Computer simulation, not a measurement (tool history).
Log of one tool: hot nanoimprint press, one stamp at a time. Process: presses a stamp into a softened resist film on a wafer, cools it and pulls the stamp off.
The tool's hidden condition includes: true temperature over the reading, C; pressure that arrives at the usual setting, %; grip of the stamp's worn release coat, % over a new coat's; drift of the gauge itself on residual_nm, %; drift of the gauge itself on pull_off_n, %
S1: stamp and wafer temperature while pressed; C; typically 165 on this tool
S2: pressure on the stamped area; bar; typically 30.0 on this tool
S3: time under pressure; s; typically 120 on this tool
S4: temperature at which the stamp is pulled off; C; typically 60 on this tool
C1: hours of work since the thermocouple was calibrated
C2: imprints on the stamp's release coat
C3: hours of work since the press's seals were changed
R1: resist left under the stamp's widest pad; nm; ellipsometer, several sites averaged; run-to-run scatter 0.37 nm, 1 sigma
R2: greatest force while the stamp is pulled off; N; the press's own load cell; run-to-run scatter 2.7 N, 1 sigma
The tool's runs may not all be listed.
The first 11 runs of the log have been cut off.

run 12 day=4.538 | S1=165 S2=30.0 S3=104 S4=54 | C1=160 C2=168 C3=144 | R1=136.1 R2=206
run 13 day=4.975 | S1=165 S2=30.0 S3=104 S4=54 | C1=165 C2=182 C3=148 | R1=136.8 R2=208
run 14 day=5.367 | S1=165 S2=30.0 S3=120 S4=60 | C1=169 C2=194 C3=152 | R1=129.2 R2=184
run 15 day=5.733 | S1=165 S2=30.0 S3=120 S4=60 | C1=173 C2=205 C3=156 | R1=129.7 R2=186
run 16 day=6.017 | S1=165 S2=30.0 S3=120 S4=60 | C1=176 C2=214 C3=159 | R1=129.8 R2=182
run 17 day=6.296 | S1=165 S2=30.0 S3=120 S4=60 | C1=179 C2=223 C3=162 | R1=130.1 R2=186
run 18 day=6.617 | S1=168 S2=30.0 S3=166 S4=60 | C1=182 C2=233 C3=165 | R1=104.0 R2=184
run 19 day=7.038 | S1=163 S2=30.0 S3=120 S4=47 | C1=186 C2=246 C3=170 | R1=137.4 R2=225
run 20 day=7.479 | S1=163 S2=30.0 S3=120 S4=47 | C1=191 C2=260 C3=174 | R1=137.9 R2=228
run 21 day=7.754 | S1=163 S2=30.0 S3=120 S4=47 | C1=194 C2=269 C3=177 | R1=137.7 R2=227
run 22 day=8.075 | S1=163 S2=30.0 S3=120 S4=47 | C1=197 C2=279 C3=180 | R1=138.4 R2=234
run 23 day=8.329 | S1=176 S2=30.0 S3=231 S4=46 | C1=200 C2=287 C3=183 | R1=71.9 R2=231
run 24 day=8.592 | S1=176 S2=30.0 S3=149 S4=60 | C1=202 C2=295 C3=186 | R1=87.7 R2=188
run 25 day=8.921 | S1=176 S2=30.0 S3=220 S4=60 | C1=206 C2=306 C3=189 | R1=73.1 R2=185
run 26 day=9.412 | S1=163 S2=28.9 S3=110 S4=60 | C1=211 C2=321 C3=194 | R1=144.4 R2=186
run 27 day=9.833 | S1=163 S2=28.9 S3=110 S4=60 | C1=215 C2=334 C3=198 | R1=145.1 R2=193
run 28 day=10.304 | S1=158 S2=39.4 S3=63 S4=61 | C1=220 C2=349 C3=203 | R1=180.1 R2=184
run 29 day=10.838 | S1=165 S2=30.3 S3=161 S4=60 | C1=225 C2=366 C3=209 | R1=115.2 R2=183
run 30 day=11.212 | S1=165 S2=30.3 S3=161 S4=53 | C1=229 C2=378 C3=213 | R1=115.1 R2=208

Here are 4 independent what-if runs from the current tool condition. What would each one return?
run A day=11.546 | S1=156 S2=30.3 S3=161 S4=61 | C1=233 C2=388 C3=216 | R1=? R2=?
run B day=11.546 | S1=173 S2=35.9 S3=161 S4=53 | C1=233 C2=388 C3=216 | R1=? R2=?
run C day=11.546 | S1=161 S2=30.3 S3=72 S4=65 | C1=233 C2=388 C3=216 | R1=? R2=?
run D day=11.546 | S1=165 S2=30.3 S3=161 S4=57 | C1=233 C2=388 C3=216 | R1=? R2=?

run=A R1=152.6 R2=182
run=B R1=84.4 R2=215
run=C R1=174.2 R2=167
run=D R1=115.4 R2=200
What these runs would have given with no unlogged condition in the tool:
run=A R1=150.6 R2=181
run=B R1=83.3 R2=214
run=C R1=171.9 R2=166
run=D R1=113.9 R2=199

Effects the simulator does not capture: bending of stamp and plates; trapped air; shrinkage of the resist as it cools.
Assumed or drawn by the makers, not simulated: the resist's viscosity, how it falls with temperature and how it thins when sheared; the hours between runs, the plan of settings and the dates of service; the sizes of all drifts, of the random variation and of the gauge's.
